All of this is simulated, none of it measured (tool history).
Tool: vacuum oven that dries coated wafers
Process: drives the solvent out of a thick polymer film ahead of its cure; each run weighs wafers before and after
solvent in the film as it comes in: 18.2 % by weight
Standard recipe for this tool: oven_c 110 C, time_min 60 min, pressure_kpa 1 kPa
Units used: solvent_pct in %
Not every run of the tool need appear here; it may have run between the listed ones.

run 1 hour=0 | oven_c=110 time_min=60 pressure_kpa=1 | solvent_pct=1.93
run 2 hour=56 | oven_c=110 time_min=60 pressure_kpa=1 | solvent_pct=1.93
run 3 hour=143.8 | oven_c=110 time_min=73 pressure_kpa=1 | solvent_pct=1.65
-- hour=218.8 vacuum gauge cleaned of residue and calibrated
run 4 hour=261.4 | oven_c=110 time_min=73 pressure_kpa=1 | solvent_pct=1.24
run 5 hour=364.8 | oven_c=110 time_min=73 pressure_kpa=1 | solvent_pct=1.26
run 6 hour=424.8 | oven_c=110 time_min=60 pressure_kpa=3.13 | solvent_pct=3.55
run 7 hour=504.9 | oven_c=110 time_min=60 pressure_kpa=3.13 | solvent_pct=3.58
run 8 hour=575.2 | oven_c=110 time_min=60 pressure_kpa=3.13 | solvent_pct=3.58
run 9 hour=675.5 | oven_c=110 time_min=60 pressure_kpa=0.67 | solvent_pct=1.38
run 10 hour=766 | oven_c=110 time_min=60 pressure_kpa=0.67 | solvent_pct=1.4
run 11 hour=836.2 | oven_c=110 time_min=87 pressure_kpa=0.67 | solvent_pct=0.89
run 12 hour=892.2 | oven_c=110 time_min=87 pressure_kpa=0.67 | solvent_pct=0.91
run 13 hour=961.7 | oven_c=121 time_min=60 pressure_kpa=1 | solvent_pct=0.81
run 14 hour=1040.6 | oven_c=121 time_min=35 pressure_kpa=1.47 | solvent_pct=1.93
run 15 hour=1094.7 | oven_c=97 time_min=50 pressure_kpa=1.47 | solvent_pct=5.49
run 16 hour=1221 | oven_c=110 time_min=79 pressure_kpa=2.34 | solvent_pct=2.56
run 17 hour=1349 | oven_c=110 time_min=79 pressure_kpa=2.34 | solvent_pct=2.66
run 18 hour=1439.2 | oven_c=117 time_min=63 pressure_kpa=1.75 | solvent_pct=1.67
run 19 hour=1552.7 | oven_c=117 time_min=96 pressure_kpa=1.59 | solvent_pct=1.35
run 20 hour=1606.5 | oven_c=125 time_min=31 pressure_kpa=0.53 | solvent_pct=1.31

What if the next run were any one of these 3? Each begins from the tool's condition after run 20:
run A hour=1681.2 | oven_c=124 time_min=54 pressure_kpa=2.6 | solvent_pct=?
run B hour=1681.2 | oven_c=125 time_min=91 pressure_kpa=0.76 | solvent_pct=?
run C hour=1681.2 | oven_c=110 time_min=60 pressure_kpa=1.07 | solvent_pct=?

run=A solvent_pct=1.88
run=B solvent_pct=0.58
run=C solvent_pct=2.04
Stripped of hidden state, with their random variation kept, the same runs would have yielded:
run=A solvent_pct=1.58
run=B solvent_pct=0.41
run=C solvent_pct=1.55

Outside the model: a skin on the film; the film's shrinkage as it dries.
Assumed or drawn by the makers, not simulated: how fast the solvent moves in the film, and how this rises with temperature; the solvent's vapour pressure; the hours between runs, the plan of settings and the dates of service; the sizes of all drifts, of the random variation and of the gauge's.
